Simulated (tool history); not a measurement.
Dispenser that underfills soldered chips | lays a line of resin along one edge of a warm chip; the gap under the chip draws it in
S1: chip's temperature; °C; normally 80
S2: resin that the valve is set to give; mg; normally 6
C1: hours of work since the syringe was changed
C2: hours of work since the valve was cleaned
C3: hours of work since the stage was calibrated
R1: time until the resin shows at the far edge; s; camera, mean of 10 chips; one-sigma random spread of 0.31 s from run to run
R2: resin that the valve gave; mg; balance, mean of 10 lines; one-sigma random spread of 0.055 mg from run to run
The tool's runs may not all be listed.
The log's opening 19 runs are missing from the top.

run,hour,S1,S2,C1,C2,C3,R1,R2
# hour 124.4: new syringe of resin
20,126,80,5.91,1,24,262,5.8,5.85
21,132,80,5.91,5,28,266,6.8,5.83
# hour 134.3: new syringe of resin
22,136.9,83,5.91,2,31,269,4.4,5.83
23,142.7,75,5.81,5,35,273,8.8,5.67
# hour 144.6: new syringe of resin
24,150.5,92,5.83,4,40,277,4.4,5.69
# hour 154.8: new syringe of resin
25,158.1,92,5.83,2,44,282,3.6,5.69
# hour 164.7: new syringe of resin
26,164.7,92,5.83,0,48,286,3.6,5.7
27,170.6,91,6.11,4,52,290,4.5,5.96
# hour 174.8: new syringe of resin
28,177.8,74,7.75,2,56,294,7.4,7.62
# hour 184.7: new syringe of resin
29,185.4,86,5.38,0,61,299,4.2,5.18
30,189.7,86,5.38,3,64,302,4.5,5.16
# hour 195: new syringe of resin
31,196.2,85,6,1,68,306,4,5.81
32,202.3,77,6,5,72,310,7.1,5.67
# hour 205: new syringe of resin
33,206.3,77,6.78,1,74,312,6.1,6.57
34,210.1,78,7.23,3,76,314,7.1,7.01
# hour 214.9: new syringe of resin
35,217.4,77,7.27,2,81,319,6.1,6.91
36,222.5,82,7.7,5,84,322,5.6,7.36

Alternative continuations, all from the tool just after run 36; predict every row:
# hour 224.8: new syringe of resin
A,226.7,82,6.3,1,87,325,?,?
# hour 224.8: new syringe of resin
B,226.7,91,7.7,1,87,325,?,?
# hour 224.8: new syringe of resin
C,226.7,82,6.69,1,87,325,?,?

run,R1,R2
A,5.4,5.98
B,3.4,7.24
C,5.1,6.4
The same runs, with their run-to-run variation unchanged, on a tool lacking any hidden condition would have given:
run,R1,R2
A,5.6,6.27
B,3.5,7.59
C,5.2,6.71
